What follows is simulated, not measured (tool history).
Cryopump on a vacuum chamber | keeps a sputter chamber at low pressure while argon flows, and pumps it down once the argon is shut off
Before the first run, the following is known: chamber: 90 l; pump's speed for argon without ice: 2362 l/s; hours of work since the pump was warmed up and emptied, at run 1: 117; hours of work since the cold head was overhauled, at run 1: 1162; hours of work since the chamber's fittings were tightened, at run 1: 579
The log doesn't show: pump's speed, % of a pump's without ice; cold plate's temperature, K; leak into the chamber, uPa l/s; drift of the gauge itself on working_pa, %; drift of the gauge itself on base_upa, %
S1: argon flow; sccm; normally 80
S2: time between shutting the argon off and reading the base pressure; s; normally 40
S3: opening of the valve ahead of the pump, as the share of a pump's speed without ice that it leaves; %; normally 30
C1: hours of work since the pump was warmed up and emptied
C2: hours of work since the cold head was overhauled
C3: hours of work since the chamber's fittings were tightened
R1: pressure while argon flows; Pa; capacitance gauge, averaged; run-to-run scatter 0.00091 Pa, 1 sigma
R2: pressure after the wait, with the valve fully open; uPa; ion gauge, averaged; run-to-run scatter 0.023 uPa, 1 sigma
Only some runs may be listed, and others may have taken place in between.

run	hour	S1	S2	S3	C1	C2	C3	R1	R2
1	0.0	80	40	30	117	1162	579	0.1957	0.87
2	36.8	80	40	30	142	1187	604	0.1969	0.88
3	71.6	39	40	30	166	1211	628	0.0971	0.87
4	106.7	80	40	20	190	1235	652	0.2975	0.86
5	148.6	80	40	20	219	1264	681	0.2993	0.90
6	174.2	80	40	20	236	1282	699	0.2999	0.90
7	223.7	80	40	20	270	1316	733	0.3035	0.92
8	255.0	80	40	20	292	1337	754	0.3059	0.96
9	277.4	80	40	26	307	1352	769	0.2384	0.94
# hour 307.3: pump warmed up, emptied and cooled again
10	328.5	80	40	26	15	1384	801	0.2206	0.86
11	353.6	33	40	30	32	1401	818	0.0807	0.90
12	387.8	33	40	30	55	1425	842	0.0798	0.91
13	435.2	33	40	30	88	1457	874	0.0802	0.91
14	480.3	80	52	30	119	1488	905	0.1954	0.78
15	511.0	80	32	30	140	1509	926	0.1989	1.08
16	561.6	80	32	30	174	1544	961	0.2015	1.07
17	598.9	80	32	30	200	1569	987	0.2051	1.10
18	652.5	128	40	30	237	1606	1023	0.3271	0.93
19	682.6	136	165	24	257	1627	1044	0.4331	0.40
20	724.1	79	21	48	286	1655	1072	0.1381	1.57
21	777.1	64	81	40	322	1692	1109	0.1333	0.65
# hour 784.6: pump warmed up, emptied and cooled again
22	818.4	64	81	40	23	1717	1134	0.1165	0.55
23	866.6	96	23	30	56	1750	1167	0.2337	1.37
24	905.4	110	23	34	83	1776	1193	0.2407	1.38
25	949.2	80	201	15	113	1806	1223	0.3907	0.37
26	994.7	59	40	17	144	1838	1255	0.2556	0.89
27	1018.5	143	118	30	160	1854	1271	0.3603	0.51
28	1050.2	143	146	31	182	1876	1293	0.3509	0.46
29	1085.7	51	279	15	207	1900	1317	0.2512	0.37
30	1132.3	51	279	15	239	1932	1349	0.2533	0.40
31	1160.6	39	40	29	258	1951	1368	0.1053	0.95
32	1206.5	39	156	18	289	1983	1400	0.1659	0.53
33	1230.9	39	169	42	306	2000	1417	0.0771	0.46
# hour 1264.6: pump warmed up, emptied and cooled again
34	1279.5	61	40	42	10	2029	1447	0.1052	0.90

Here are 4 independent what-if runs from the current tool condition. What would each one return?
A	1320.8	80	148	30	39	2058	1475	?	?
B	1320.8	52	122	40	39	2058	1475	?	?
C	1320.8	61	40	57	39	2058	1475	?	?
D	1320.8	40	111	42	39	2058	1475	?	?

run	R1	R2
A	0.1940	0.46
B	0.0941	0.50
C	0.0786	0.94
D	0.0700	0.48
The same runs, with their run-to-run variation unchanged, on a tool lacking any hidden condition would have given:
run	R1	R2
A	0.1910	0.33
B	0.0922	0.37
C	0.0763	0.82
D	0.0685	0.36

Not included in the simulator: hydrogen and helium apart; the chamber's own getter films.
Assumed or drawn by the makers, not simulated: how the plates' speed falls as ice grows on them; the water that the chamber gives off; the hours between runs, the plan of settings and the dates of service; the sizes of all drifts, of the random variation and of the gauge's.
